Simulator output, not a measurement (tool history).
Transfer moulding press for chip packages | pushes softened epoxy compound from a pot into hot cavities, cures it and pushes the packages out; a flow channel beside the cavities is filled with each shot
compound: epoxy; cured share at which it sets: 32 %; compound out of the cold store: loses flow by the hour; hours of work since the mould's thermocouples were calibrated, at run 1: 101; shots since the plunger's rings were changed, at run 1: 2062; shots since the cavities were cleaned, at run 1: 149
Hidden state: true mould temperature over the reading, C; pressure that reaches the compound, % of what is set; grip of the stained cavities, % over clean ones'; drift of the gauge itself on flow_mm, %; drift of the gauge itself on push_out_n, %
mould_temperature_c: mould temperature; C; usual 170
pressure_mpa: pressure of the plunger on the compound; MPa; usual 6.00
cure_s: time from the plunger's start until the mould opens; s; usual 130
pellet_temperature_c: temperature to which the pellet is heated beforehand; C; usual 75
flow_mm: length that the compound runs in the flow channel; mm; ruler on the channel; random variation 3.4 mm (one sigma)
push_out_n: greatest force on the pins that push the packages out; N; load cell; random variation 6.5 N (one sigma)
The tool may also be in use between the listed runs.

run	hour	mould_temperature_c	pressure_mpa	cure_s	pellet_temperature_c	hours of work since the mould's thermocouples were calibrated	shots since the plunger's rings were changed	shots since the cavities were cleaned	incoming compound's hours out of the cold store	flow_mm	push_out_n
1	0.0	170	6.00	130	75	101	2062	149	40.6	838	321
2	6.5	170	6.00	130	75	104	2105	192	40.4	837	331
3	21.5	170	6.00	130	75	111	2204	291	17.4	955	373
4	35.5	170	6.00	130	84	118	2297	384	22.5	918	395
5	44.9	170	6.00	130	84	122	2359	446	14.7	967	407
6	59.9	170	6.00	130	84	129	2458	545	17.0	955	442
7	72.1	170	6.00	130	84	135	2538	625	42.2	824	446
8	79.9	170	6.00	130	84	139	2590	677	30.5	874	463
9	88.3	170	6.00	130	84	143	2646	733	22.2	927	474
10	95.3	166	6.00	130	75	146	2692	779	18.2	964	573
11	103.5	166	6.00	130	75	150	2746	833	17.4	975	562
12	114.8	166	6.00	130	75	156	2821	908	17.4	970	598
# hour 119.4: cavities cleaned with cleaning compound and waxed
13	131.3	170	6.00	130	77	163	2919	78	28.4	888	287
14	145.0	170	7.36	130	75	169	3010	169	9.1	1100	343
# hour 154.1: plunger's sealing rings changed
15	160.2	170	6.00	130	75	175	40	253	47.3	809	356
# hour 163.3: mould's thermocouples calibrated
16	170.6	170	6.00	130	75	3	95	308	27.2	915	366
17	182.2	170	6.00	130	75	9	172	385	10.0	1007	395
18	191.3	170	5.60	126	68	13	232	445	16.7	941	428
# hour 201.5: mould's thermocouples calibrated, once more
19	202.8	170	5.60	126	68	1	295	508	20.8	910	437
20	210.6	170	4.84	130	74	4	346	559	42.9	755	418
21	224.0	174	6.00	157	75	11	435	648	38.2	836	410
22	235.1	163	5.73	130	71	16	509	722	41.5	857	683
23	241.3	173	7.13	166	75	19	550	763	11.9	1070	439
24	256.3	164	6.00	138	74	26	649	862	42.9	858	589
25	266.2	173	5.55	116	66	31	714	927	23.8	876	512
# hour 268.9: cavities cleaned with cleaning compound and waxed
26	281.9	170	6.00	130	80	38	808	86	10.1	1005	316
27	292.3	174	6.00	135	80	43	877	155	36.7	845	305
28	300.5	170	6.00	130	80	46	931	209	19.5	953	361
29	308.4	163	5.62	118	65	50	983	261	35.3	877	641

4 ways to go on from here, each from the tool as it stands after run 29. What would each give?
A	321.0	163	5.62	155	84	56	1066	344	15.2	?	?
B	321.0	163	5.19	161	67	56	1066	344	47.6	?	?
C	321.0	163	5.62	118	83	56	1066	344	9.1	?	?
D	321.0	163	5.62	115	65	56	1066	344	35.0	?	?

run	flow_mm	push_out_n
A	984	439
B	783	393
C	1027	718
D	875	709
Without the tool's hidden state the same runs would have given:
run	flow_mm	push_out_n
A	993	298
B	790	268
C	1036	491
D	883	485
